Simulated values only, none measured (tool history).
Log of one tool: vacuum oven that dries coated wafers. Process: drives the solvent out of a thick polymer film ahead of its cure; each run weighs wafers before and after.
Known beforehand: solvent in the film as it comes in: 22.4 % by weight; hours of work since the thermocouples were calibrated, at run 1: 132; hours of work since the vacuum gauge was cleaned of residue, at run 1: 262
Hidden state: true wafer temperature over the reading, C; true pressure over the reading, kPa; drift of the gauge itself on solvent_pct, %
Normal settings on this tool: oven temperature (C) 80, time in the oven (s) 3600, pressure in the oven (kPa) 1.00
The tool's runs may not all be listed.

| run | hour | oven temperature (C) | time in the oven (s) | pressure in the oven (kPa) | hours of work since the thermocouples were calibrated | hours of work since the vacuum gauge was cleaned of residue | solvent left in the film (%) |
|---|---|---|---|---|---|---|---|
| 1 | 0.0 | 80 | 3600 | 1.00 | 132 | 262 | 2.28 |
| 2 | 7.8 | 80 | 3600 | 1.00 | 135 | 265 | 2.27 |
| 3 | 16.3 | 80 | 3600 | 1.00 | 139 | 269 | 2.29 |
| 4 | 31.8 | 80 | 3600 | 1.00 | 146 | 276 | 2.29 |
| 5 | 45.9 | 80 | 3600 | 1.00 | 152 | 282 | 2.27 |
| 6 | 61.7 | 80 | 3600 | 1.00 | 159 | 289 | 2.27 |
| 7 | 72.0 | 80 | 3600 | 1.00 | 164 | 294 | 2.26 |
| 8 | 87.6 | 80 | 3600 | 1.00 | 171 | 301 | 2.34 |
| 9 | 104.8 | 80 | 3600 | 1.00 | 179 | 308 | 2.26 |
| 10 | 115.9 | 80 | 3600 | 1.00 | 184 | 313 | 2.38 |
| 11 | 127.0 | 80 | 3600 | 1.00 | 189 | 318 | 2.29 |
| 12 | 138.9 | 80 | 3600 | 1.00 | 194 | 324 | 2.35 |
| 13 | 153.7 | 80 | 3600 | 1.00 | 200 | 330 | 2.26 |
| 14 | 170.1 | 80 | 3600 | 1.00 | 208 | 337 | 2.24 |
| 15 | 182.7 | 80 | 3600 | 1.00 | 213 | 343 | 2.30 |
| 16 | 193.4 | 80 | 3600 | 1.00 | 218 | 348 | 2.31 |
| 17 | 207.0 | 80 | 3600 | 1.00 | 224 | 354 | 2.24 |
| 18 | 215.9 | 80 | 3600 | 1.00 | 228 | 358 | 2.17 |
| 19 | 223.9 | 80 | 3600 | 1.00 | 232 | 361 | 2.38 |
| 20 | 237.7 | 66 | 6180 | 1.00 | 238 | 368 | 4.40 |
| 21 | 250.1 | 85 | 3600 | 1.34 | 243 | 373 | 1.60 |
| 22 | 267.1 | 85 | 3600 | 1.34 | 251 | 381 | 1.54 |
| 23 | 282.9 | 80 | 5340 | 1.74 | 258 | 388 | 1.95 |
| 24 | 296.3 | 79 | 2340 | 3.11 | 264 | 394 | 6.31 |
| 25 | 313.0 | 80 | 6300 | 1.00 | 272 | 401 | 1.28 |
| 26 | 325.7 | 75 | 2760 | 2.34 | 277 | 407 | 6.44 |
| 27 | 337.9 | 75 | 2760 | 2.34 | 283 | 412 | 6.46 |
| 28 | 346.2 | 75 | 2760 | 2.34 | 286 | 416 | 6.40 |
| 29 | 362.4 | 80 | 5400 | 3.01 | 294 | 423 | 3.21 |
| 30 | 377.7 | 69 | 3600 | 1.98 | 300 | 430 | 7.38 |
| 31 | 386.0 | 80 | 3600 | 0.70 | 304 | 434 | 2.07 |
| 32 | 400.9 | 69 | 5580 | 1.00 | 311 | 440 | 3.88 |
| 33 | 411.2 | 80 | 2940 | 1.00 | 315 | 445 | 3.08 |
| 34 | 427.5 | 77 | 5340 | 1.00 | 323 | 452 | 1.69 |
| 35 | 438.6 | 84 | 3600 | 3.08 | 328 | 457 | 3.10 |
| 36 | 454.1 | 84 | 3600 | 3.08 | 335 | 464 | 3.18 |
| 37 | 469.2 | 84 | 3600 | 3.08 | 341 | 471 | 3.14 |
| 38 | 486.1 | 80 | 3540 | 1.30 | 349 | 478 | 2.62 |

Selected run-to-run steps in solvent left in the film (%), each split into two signed amounts: the part the tool would show with no hidden state at all (from settings, incoming material and random variation), and the remainder, which goes to the hidden state together with any gauge scatter not common to the measured and the hidden-state-free results:
Run 24 -> 25: oven temperature (C) 79 -> 80, time in the oven (s) 2340 -> 6300, pressure in the oven (kPa) 3.11 -> 1.00. solvent left in the film (%) -5.03: hidden state -0.26, all else -4.77.
Run 25 -> 26: oven temperature (C) 80 -> 75, time in the oven (s) 6300 -> 2760, pressure in the oven (kPa) 1.00 -> 2.34. solvent left in the film (%) +5.16: hidden state +0.28, all else +4.88.
Run 29 -> 30: oven temperature (C) 80 -> 69, time in the oven (s) 5400 -> 3600, pressure in the oven (kPa) 3.01 -> 1.98. solvent left in the film (%) +4.17: hidden state +0.25, all else +3.92.
Run 30 -> 31: oven temperature (C) 69 -> 80, pressure in the oven (kPa) 1.98 -> 0.70. solvent left in the film (%) -5.31: hidden state -0.21, all else -5.10.
